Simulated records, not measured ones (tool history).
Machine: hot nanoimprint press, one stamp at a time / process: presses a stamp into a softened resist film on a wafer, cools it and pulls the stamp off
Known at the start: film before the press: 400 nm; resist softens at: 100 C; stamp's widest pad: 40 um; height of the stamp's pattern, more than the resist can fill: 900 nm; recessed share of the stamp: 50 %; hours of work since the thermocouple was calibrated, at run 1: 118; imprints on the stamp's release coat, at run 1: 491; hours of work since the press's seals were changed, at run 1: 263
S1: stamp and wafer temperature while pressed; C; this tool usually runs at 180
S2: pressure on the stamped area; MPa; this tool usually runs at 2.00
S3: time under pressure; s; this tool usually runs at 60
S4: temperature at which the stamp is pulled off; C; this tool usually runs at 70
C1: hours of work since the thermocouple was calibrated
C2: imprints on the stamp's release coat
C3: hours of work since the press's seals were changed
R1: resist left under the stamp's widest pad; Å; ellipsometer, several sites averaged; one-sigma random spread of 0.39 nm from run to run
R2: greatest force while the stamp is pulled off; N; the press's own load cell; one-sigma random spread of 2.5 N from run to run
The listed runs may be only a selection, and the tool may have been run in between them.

{"run": 1, "hour": 0.0, "S1": 180, "S2": 2.0, "S3": 60, "S4": 70, "C1": 118, "C2": 491, "C3": 263, "R1": 1699, "R2": 170}
{"run": 2, "hour": 9.3, "S1": 180, "S2": 2.0, "S3": 60, "S4": 62, "C1": 124, "C2": 516, "C3": 269, "R1": 1695, "R2": 183}
{"run": 3, "hour": 16.1, "S1": 180, "S2": 2.0, "S3": 60, "S4": 62, "C1": 128, "C2": 534, "C3": 273, "R1": 1693, "R2": 187}
{"run": 4, "hour": 27.4, "S1": 180, "S2": 2.0, "S3": 60, "S4": 62, "C1": 135, "C2": 565, "C3": 280, "R1": 1692, "R2": 192}
{"run": 5, "hour": 39.5, "S1": 180, "S2": 2.68, "S3": 60, "S4": 70, "C1": 143, "C2": 598, "C3": 288, "R1": 1474, "R2": 175}
{"run": 6, "hour": 51.1, "S1": 180, "S2": 2.68, "S3": 60, "S4": 70, "C1": 151, "C2": 630, "C3": 296, "R1": 1478, "R2": 182}
{"run": 7, "hour": 62.0, "S1": 180, "S2": 2.68, "S3": 60, "S4": 70, "C1": 158, "C2": 659, "C3": 303, "R1": 1480, "R2": 180}
{"run": 8, "hour": 72.1, "S1": 180, "S2": 2.68, "S3": 60, "S4": 70, "C1": 165, "C2": 687, "C3": 309, "R1": 1469, "R2": 179}
{"run": 9, "hour": 83.6, "S1": 186, "S2": 2.68, "S3": 60, "S4": 70, "C1": 172, "C2": 718, "C3": 317, "R1": 1155, "R2": 180}
{"run": 10, "hour": 95.2, "S1": 186, "S2": 2.68, "S3": 60, "S4": 70, "C1": 179, "C2": 749, "C3": 324, "R1": 1163, "R2": 181}
{"hour": 99.0, "done": "plate thermocouple calibrated"}
{"run": 11, "hour": 103.7, "S1": 186, "S2": 2.26, "S3": 60, "S4": 70, "C1": 3, "C2": 764, "C3": 328, "R1": 1253, "R2": 182}
{"run": 12, "hour": 116.5, "S1": 180, "S2": 2.0, "S3": 60, "S4": 56, "C1": 11, "C2": 799, "C3": 336, "R1": 1686, "R2": 208}
{"run": 13, "hour": 126.4, "S1": 180, "S2": 2.0, "S3": 60, "S4": 70, "C1": 18, "C2": 826, "C3": 343, "R1": 1673, "R2": 180}
{"hour": 130.8, "done": "plate thermocouple calibrated, once more"}
{"run": 14, "hour": 141.9, "S1": 180, "S2": 2.0, "S3": 37, "S4": 70, "C1": 7, "C2": 860, "C3": 351, "R1": 2044, "R2": 186}
{"hour": 156.1, "done": "stamp cleaned and given a new release coat"}
{"run": 15, "hour": 157.0, "S1": 180, "S2": 1.28, "S3": 37, "S4": 70, "C1": 13, "C2": 2, "C3": 357, "R1": 2432, "R2": 154}
{"run": 16, "hour": 168.2, "S1": 182, "S2": 2.0, "S3": 60, "S4": 55, "C1": 20, "C2": 33, "C3": 364, "R1": 1585, "R2": 183}
{"run": 17, "hour": 179.7, "S1": 182, "S2": 2.0, "S3": 60, "S4": 55, "C1": 28, "C2": 64, "C3": 372, "R1": 1578, "R2": 181}
{"run": 18, "hour": 186.9, "S1": 182, "S2": 2.0, "S3": 60, "S4": 55, "C1": 33, "C2": 84, "C3": 376, "R1": 1587, "R2": 180}

For run 19, what comes out?
{"run": 19, "hour": 198.0, "S1": 182, "S2": 2.0, "S3": 60, "S4": 55, "C1": 40, "C2": 114, "C3": 383, "R1": "?", "R2": "?"}

Run 19 gave R1 1580 Å, R2 187 N.
Had the tool carried no hidden state, the very same run would have given R1 1573 Å, R2 183 N.
